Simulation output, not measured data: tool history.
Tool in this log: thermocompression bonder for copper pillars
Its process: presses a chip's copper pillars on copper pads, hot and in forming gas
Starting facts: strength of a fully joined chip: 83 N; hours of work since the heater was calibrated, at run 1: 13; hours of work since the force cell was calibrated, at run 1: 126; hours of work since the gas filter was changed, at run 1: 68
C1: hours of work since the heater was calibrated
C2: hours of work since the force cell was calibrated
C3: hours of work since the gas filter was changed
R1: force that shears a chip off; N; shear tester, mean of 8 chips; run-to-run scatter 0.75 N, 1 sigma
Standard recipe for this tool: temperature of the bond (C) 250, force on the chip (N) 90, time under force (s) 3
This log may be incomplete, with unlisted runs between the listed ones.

{"run": 1, "hour": 0.0, "temperature of the bond (C)": 250, "force on the chip (N)": 90, "time under force (s)": 3, "C1": 13, "C2": 126, "C3": 68, "R1": 54.1}
{"run": 2, "hour": 10.7, "temperature of the bond (C)": 250, "force on the chip (N)": 90, "time under force (s)": 3, "C1": 18, "C2": 131, "C3": 73, "R1": 54.8}
{"run": 3, "hour": 16.3, "temperature of the bond (C)": 250, "force on the chip (N)": 90, "time under force (s)": 3, "C1": 20, "C2": 133, "C3": 75, "R1": 53.9}
{"run": 4, "hour": 29.4, "temperature of the bond (C)": 250, "force on the chip (N)": 71, "time under force (s)": 3, "C1": 26, "C2": 139, "C3": 81, "R1": 49.8}
{"run": 5, "hour": 41.6, "temperature of the bond (C)": 250, "force on the chip (N)": 71, "time under force (s)": 3, "C1": 32, "C2": 144, "C3": 87, "R1": 48.4}
{"run": 6, "hour": 47.4, "temperature of the bond (C)": 250, "force on the chip (N)": 71, "time under force (s)": 3, "C1": 34, "C2": 147, "C3": 89, "R1": 47.9}
{"run": 7, "hour": 57.1, "temperature of the bond (C)": 250, "force on the chip (N)": 90, "time under force (s)": 8, "C1": 39, "C2": 151, "C3": 94, "R1": 68.0}
{"run": 8, "hour": 67.1, "temperature of the bond (C)": 250, "force on the chip (N)": 82, "time under force (s)": 3, "C1": 43, "C2": 156, "C3": 98, "R1": 51.2}
{"run": 9, "hour": 75.0, "temperature of the bond (C)": 250, "force on the chip (N)": 82, "time under force (s)": 3, "C1": 46, "C2": 159, "C3": 102, "R1": 51.3}
{"run": 10, "hour": 85.0, "temperature of the bond (C)": 250, "force on the chip (N)": 82, "time under force (s)": 3, "C1": 51, "C2": 164, "C3": 106, "R1": 51.4}
{"run": 11, "hour": 95.7, "temperature of the bond (C)": 250, "force on the chip (N)": 82, "time under force (s)": 2, "C1": 56, "C2": 169, "C3": 111, "R1": 45.6}
{"run": 12, "hour": 101.2, "temperature of the bond (C)": 250, "force on the chip (N)": 82, "time under force (s)": 2, "C1": 58, "C2": 171, "C3": 113, "R1": 45.7}
{"run": 13, "hour": 112.9, "temperature of the bond (C)": 250, "force on the chip (N)": 82, "time under force (s)": 2, "C1": 63, "C2": 176, "C3": 118, "R1": 46.0}
{"run": 14, "hour": 118.9, "temperature of the bond (C)": 250, "force on the chip (N)": 73, "time under force (s)": 3, "C1": 66, "C2": 179, "C3": 121, "R1": 47.3}
{"run": 15, "hour": 125.5, "temperature of the bond (C)": 233, "force on the chip (N)": 120, "time under force (s)": 3, "C1": 69, "C2": 182, "C3": 124, "R1": 53.7}
{"run": 16, "hour": 133.4, "temperature of the bond (C)": 233, "force on the chip (N)": 120, "time under force (s)": 3, "C1": 72, "C2": 185, "C3": 128, "R1": 54.1}
{"run": 17, "hour": 142.3, "temperature of the bond (C)": 242, "force on the chip (N)": 56, "time under force (s)": 3, "C1": 76, "C2": 189, "C3": 132, "R1": 38.2}

Below are 5 alternative next runs, each starting from the tool's condition after run 17. Predict each:
{"run": "A", "hour": 147.8, "temperature of the bond (C)": 234, "force on the chip (N)": 90, "time under force (s)": 2, "C1": 79, "C2": 192, "C3": 134, "R1": "?"}
{"run": "B", "hour": 147.8, "temperature of the bond (C)": 242, "force on the chip (N)": 56, "time under force (s)": 3, "C1": 79, "C2": 192, "C3": 134, "R1": "?"}
{"run": "C", "hour": 147.8, "temperature of the bond (C)": 250, "force on the chip (N)": 68, "time under force (s)": 3, "C1": 79, "C2": 192, "C3": 134, "R1": "?"}
{"run": "D", "hour": 147.8, "temperature of the bond (C)": 233, "force on the chip (N)": 60, "time under force (s)": 2, "C1": 79, "C2": 192, "C3": 134, "R1": "?"}
{"run": "E", "hour": 147.8, "temperature of the bond (C)": 225, "force on the chip (N)": 90, "time under force (s)": 2, "C1": 79, "C2": 192, "C3": 134, "R1": "?"}

run=A R1=40.0
run=B R1=38.8
run=C R1=45.9
run=D R1=31.3
run=E R1=36.1
Without the tool's hidden state the same runs would have given:
run=A R1=41.7
run=B R1=40.5
run=C R1=47.9
run=D R1=32.6
run=E R1=37.7
